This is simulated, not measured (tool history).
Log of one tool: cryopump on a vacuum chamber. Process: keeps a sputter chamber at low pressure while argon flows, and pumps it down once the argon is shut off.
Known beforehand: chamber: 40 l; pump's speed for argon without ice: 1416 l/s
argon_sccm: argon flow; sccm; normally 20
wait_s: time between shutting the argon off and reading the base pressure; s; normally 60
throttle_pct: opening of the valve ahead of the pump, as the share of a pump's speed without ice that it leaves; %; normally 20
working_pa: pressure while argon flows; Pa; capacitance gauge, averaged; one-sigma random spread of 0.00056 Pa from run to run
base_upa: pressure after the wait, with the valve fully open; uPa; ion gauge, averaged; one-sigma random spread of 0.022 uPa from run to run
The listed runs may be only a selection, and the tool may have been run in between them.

Run 1, day 0.000: usual settings. Result: working_pa 0.1255 Pa, base_upa 2.47 uPa.
Run 2, day 3.625: usual settings. Result: working_pa 0.1279 Pa, base_upa 2.57 uPa.
Run 3, day 6.579: usual settings. Result: working_pa 0.1275 Pa, base_upa 2.54 uPa.
At day 9.083: pump warmed up, emptied and cooled again.
Run 4, day 9.517: usual settings. Result: working_pa 0.1196 Pa, base_upa 2.03 uPa.
Run 5, day 12.596: usual settings. Result: working_pa 0.1204 Pa, base_upa 2.14 uPa.
Run 6, day 14.167: usual settings. Result: working_pa 0.1201 Pa, base_upa 2.11 uPa.
At day 15.558: leaking fittings of the chamber tightened, without venting.
Run 7, day 17.904: usual settings but wait_s 42 s. Result: working_pa 0.1221 Pa, base_upa 0.77 uPa.
Run 8, day 21.375: usual settings but wait_s 42 s. Result: working_pa 0.1224 Pa, base_upa 0.83 uPa.
Run 9, day 24.296: usual settings but wait_s 42 s. Result: working_pa 0.1233 Pa, base_upa 0.87 uPa.
Run 10, day 25.962: usual settings but wait_s 42 s. Result: working_pa 0.1244 Pa, base_upa 0.85 uPa.
Run 11, day 27.679: usual settings but argon_sccm 28 sccm. Result: working_pa 0.1741 Pa, base_upa 0.70 uPa.
Run 12, day 29.912: usual settings but argon_sccm 28 sccm. Result: working_pa 0.1751 Pa, base_upa 0.75 uPa.
Run 13, day 32.388: usual settings. Result: working_pa 0.1269 Pa, base_upa 0.74 uPa.
Run 14, day 34.104: usual settings but throttle_pct 16 %. Result: working_pa 0.1568 Pa, base_upa 0.80 uPa.
Run 15, day 37.733: usual settings but throttle_pct 16 %. Result: working_pa 0.1581 Pa, base_upa 0.84 uPa.
At day 39.929: pump warmed up, emptied and cooled again.
Run 16, day 40.892: usual settings. Result: working_pa 0.1200 Pa, base_upa 0.71 uPa.
Run 17, day 43.683: usual settings. Result: working_pa 0.1211 Pa, base_upa 0.73 uPa.
Run 18, day 46.425: usual settings but throttle_pct 39 %. Result: working_pa 0.0626 Pa, base_upa 0.77 uPa.
Run 19, day 48.483: usual settings but wait_s 42 s, throttle_pct 22 %. Result: working_pa 0.1114 Pa, base_upa 0.92 uPa.
Run 20, day 50.229: usual settings but argon_sccm 19 sccm, wait_s 207 s, throttle_pct 22 %. Result: working_pa 0.1055 Pa, base_upa 0.54 uPa.
Run 21, day 53.192: usual settings but argon_sccm 19 sccm, wait_s 207 s, throttle_pct 54 %. Result: working_pa 0.0456 Pa, base_upa 0.61 uPa.
Run 22, day 56.254: usual settings but argon_sccm 27 sccm. Result: working_pa 0.1685 Pa, base_upa 0.86 uPa.
Run 23, day 59.625: usual settings but argon_sccm 17 sccm, throttle_pct 44 %. Result: working_pa 0.0516 Pa, base_upa 0.90 uPa.

What does the tool deliver on the next run?
Run 24, day 62.917: usual settings but argon_sccm 17 sccm, throttle_pct 44 %. Result: working_pa ?, base_upa ?.

{"run 24": {"working_pa": 0.0519, "base_upa": 0.95}}
If the tool had no hidden condition, the same run with the same run-to-run variation would have returned working_pa 0.0460 Pa, base_upa 0.58 uPa.
